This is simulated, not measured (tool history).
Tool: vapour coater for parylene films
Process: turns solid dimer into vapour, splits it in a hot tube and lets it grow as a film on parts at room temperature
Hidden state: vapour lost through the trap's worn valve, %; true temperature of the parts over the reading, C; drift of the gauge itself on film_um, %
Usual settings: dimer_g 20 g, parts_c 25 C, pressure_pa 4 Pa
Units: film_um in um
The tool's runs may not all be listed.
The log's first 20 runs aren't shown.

run,hour,dimer_g,parts_c,pressure_pa,hours of work since the trap's valve was overhauled,hours of work since the table's thermometer was calibrated,film_um
21,550.1,20,25,10.54,54,954,3.42
22,583,27,25,10.54,73,973,4.58
23,617.4,10,27,6.25,93,993,1.74
24,644.8,10,27,6.25,109,1009,1.76
25,664.7,9,25,4,121,1021,1.82
26,683.9,27,29,4,132,1032,4.59
27,698.8,27,29,4,141,1041,4.52
28,719.8,9,25,4,153,1053,1.85
29,753,9,25,4,172,1072,1.83
30,781.7,33,21,3.82,189,1089,7.84
31,809.5,33,21,3.82,205,1105,7.86
32,829.9,21,22,2.79,217,1117,5.01
33,857.2,17,25,7.12,233,1133,3.05
34,885.4,17,25,7.12,250,1150,3
35,903.7,17,25,7.12,260,1160,3.03
36,930.6,8,32,3.01,276,1176,1.23
37,952.5,9,32,6.12,289,1189,1.21
38,982.5,9,32,6.12,306,1206,1.2
39,1003.9,9,32,6.12,319,1219,1.23

Forecast each of these 5 alternatives for the next run:
A,1025.8,13,32,2.56,332,1232,?
B,1025.8,28,32,7.22,332,1232,?
C,1025.8,33,28,4.24,332,1232,?
D,1025.8,9,36,6.12,332,1232,?
E,1025.8,34,32,6.12,332,1232,?

run,film_um
A,2.01
B,3.57
C,5.56
D,1.01
E,4.52
Without the tool's hidden state the same runs would have given:
run,film_um
A,2.18
B,3.87
C,6.02
D,1.09
E,4.89
